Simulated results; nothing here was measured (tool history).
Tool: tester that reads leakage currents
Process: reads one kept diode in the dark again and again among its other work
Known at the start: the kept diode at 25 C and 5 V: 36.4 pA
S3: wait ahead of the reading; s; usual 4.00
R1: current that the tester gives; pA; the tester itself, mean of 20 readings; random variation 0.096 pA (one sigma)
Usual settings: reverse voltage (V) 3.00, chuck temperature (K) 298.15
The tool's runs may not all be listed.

{"run": 1, "hour": 0.0, "reverse voltage (V)": 3.0, "chuck temperature (K)": 298.15, "S3": 4.0, "R1": 27.17}
{"run": 2, "hour": 136.2, "reverse voltage (V)": 3.0, "chuck temperature (K)": 298.15, "S3": 4.0, "R1": 27.6}
{"run": 3, "hour": 321.6, "reverse voltage (V)": 3.0, "chuck temperature (K)": 298.15, "S3": 4.0, "R1": 27.93}
{"run": 4, "hour": 516.8, "reverse voltage (V)": 3.0, "chuck temperature (K)": 298.15, "S3": 4.0, "R1": 28.72}
{"run": 5, "hour": 631.0, "reverse voltage (V)": 3.0, "chuck temperature (K)": 298.15, "S3": 4.0, "R1": 28.96}
{"run": 6, "hour": 816.2, "reverse voltage (V)": 3.0, "chuck temperature (K)": 298.15, "S3": 4.0, "R1": 29.42}
{"run": 7, "hour": 954.8, "reverse voltage (V)": 3.0, "chuck temperature (K)": 298.15, "S3": 4.0, "R1": 29.88}
{"run": 8, "hour": 1073.0, "reverse voltage (V)": 3.0, "chuck temperature (K)": 298.15, "S3": 4.0, "R1": 30.25}
{"run": 9, "hour": 1212.5, "reverse voltage (V)": 3.0, "chuck temperature (K)": 298.15, "S3": 4.0, "R1": 30.87}
{"run": 10, "hour": 1375.4, "reverse voltage (V)": 3.0, "chuck temperature (K)": 311.15, "S3": 4.0, "R1": 75.79}
{"run": 11, "hour": 1517.7, "reverse voltage (V)": 3.0, "chuck temperature (K)": 311.15, "S3": 4.0, "R1": 76.64}
{"run": 12, "hour": 1692.7, "reverse voltage (V)": 3.0, "chuck temperature (K)": 311.15, "S3": 4.0, "R1": 77.49}
{"hour": 1706.2, "done": "probe card cleaned and baked"}
{"run": 13, "hour": 1810.1, "reverse voltage (V)": 3.0, "chuck temperature (K)": 307.15, "S3": 4.0, "R1": 61.66}
{"run": 14, "hour": 2017.8, "reverse voltage (V)": 3.0, "chuck temperature (K)": 307.15, "S3": 4.0, "R1": 62.54}
{"run": 15, "hour": 2151.1, "reverse voltage (V)": 3.0, "chuck temperature (K)": 307.15, "S3": 4.0, "R1": 63.04}
{"run": 16, "hour": 2293.5, "reverse voltage (V)": 3.0, "chuck temperature (K)": 307.15, "S3": 6.78, "R1": 64.06}
{"run": 17, "hour": 2378.3, "reverse voltage (V)": 3.0, "chuck temperature (K)": 307.15, "S3": 6.78, "R1": 64.2}
{"run": 18, "hour": 2559.1, "reverse voltage (V)": 3.0, "chuck temperature (K)": 298.15, "S3": 4.0, "R1": 36.98}
{"run": 19, "hour": 2712.3, "reverse voltage (V)": 3.0, "chuck temperature (K)": 298.15, "S3": 4.0, "R1": 37.0}
{"run": 20, "hour": 2902.8, "reverse voltage (V)": 3.0, "chuck temperature (K)": 298.15, "S3": 4.0, "R1": 37.77}
{"hour": 2924.2, "done": "probe card cleaned and baked, once more"}
{"hour": 2978.5, "done": "chuck's temperature calibrated"}
{"run": 21, "hour": 3050.5, "reverse voltage (V)": 3.0, "chuck temperature (K)": 299.15, "S3": 4.0, "R1": 29.11}
{"run": 22, "hour": 3253.6, "reverse voltage (V)": 3.0, "chuck temperature (K)": 299.15, "S3": 4.0, "R1": 29.67}
{"run": 23, "hour": 3447.0, "reverse voltage (V)": 3.0, "chuck temperature (K)": 298.15, "S3": 7.54, "R1": 28.07}
{"run": 24, "hour": 3531.4, "reverse voltage (V)": 3.0, "chuck temperature (K)": 298.15, "S3": 7.54, "R1": 28.32}
{"run": 25, "hour": 3657.9, "reverse voltage (V)": 3.63, "chuck temperature (K)": 330.15, "S3": 4.97, "R1": 269.19}
{"run": 26, "hour": 3743.8, "reverse voltage (V)": 3.63, "chuck temperature (K)": 330.15, "S3": 4.97, "R1": 269.14}
{"run": 27, "hour": 3904.9, "reverse voltage (V)": 3.08, "chuck temperature (K)": 303.15, "S3": 5.62, "R1": 42.55}
{"run": 28, "hour": 4075.5, "reverse voltage (V)": 3.08, "chuck temperature (K)": 303.15, "S3": 5.62, "R1": 43.35}
{"hour": 4228.6, "done": "tester calibrated"}
{"run": 29, "hour": 4278.3, "reverse voltage (V)": 3.08, "chuck temperature (K)": 303.15, "S3": 5.62, "R1": 45.17}
{"run": 30, "hour": 4458.3, "reverse voltage (V)": 3.08, "chuck temperature (K)": 303.15, "S3": 5.62, "R1": 45.67}
{"run": 31, "hour": 4572.4, "reverse voltage (V)": 3.08, "chuck temperature (K)": 303.15, "S3": 5.62, "R1": 46.35}
{"run": 32, "hour": 4692.8, "reverse voltage (V)": 3.08, "chuck temperature (K)": 303.15, "S3": 5.62, "R1": 46.54}
{"run": 33, "hour": 4823.8, "reverse voltage (V)": 3.08, "chuck temperature (K)": 303.15, "S3": 5.62, "R1": 47.02}
{"run": 34, "hour": 5025.8, "reverse voltage (V)": 2.14, "chuck temperature (K)": 299.15, "S3": 4.39, "R1": 29.19}
{"run": 35, "hour": 5127.4, "reverse voltage (V)": 11.44, "chuck temperature (K)": 297.15, "S3": 4.0, "R1": 75.08}
{"run": 36, "hour": 5286.4, "reverse voltage (V)": 11.44, "chuck temperature (K)": 297.15, "S3": 4.0, "R1": 76.45}
{"run": 37, "hour": 5459.5, "reverse voltage (V)": 3.32, "chuck temperature (K)": 329.15, "S3": 2.61, "R1": 270.39}
{"run": 38, "hour": 5640.0, "reverse voltage (V)": 3.32, "chuck temperature (K)": 329.15, "S3": 2.61, "R1": 270.92}
{"run": 39, "hour": 5764.1, "reverse voltage (V)": 10.82, "chuck temperature (K)": 329.15, "S3": 2.61, "R1": 544.09}

3 ways to go on from here, each from the tool as it stands after run 39. What would each give?
{"hour": 5859.8, "done": "probe card cleaned and baked"}
{"run": "A", "hour": 5891.1, "reverse voltage (V)": 5.55, "chuck temperature (K)": 300.15, "S3": 2.61, "R1": "?"}
{"hour": 5859.8, "done": "probe card cleaned and baked"}
{"run": "B", "hour": 5891.1, "reverse voltage (V)": 10.82, "chuck temperature (K)": 329.15, "S3": 8.0, "R1": "?"}
{"hour": 5859.8, "done": "probe card cleaned and baked"}
{"run": "C", "hour": 5891.1, "reverse voltage (V)": 1.43, "chuck temperature (K)": 302.15, "S3": 2.61, "R1": "?"}

run=A R1=53.02
run=B R1=532.09
run=C R1=27.88
Without the tool's hidden state the same runs would have given:
run=A R1=45.34
run=B R1=467.98
run=C R1=23.90
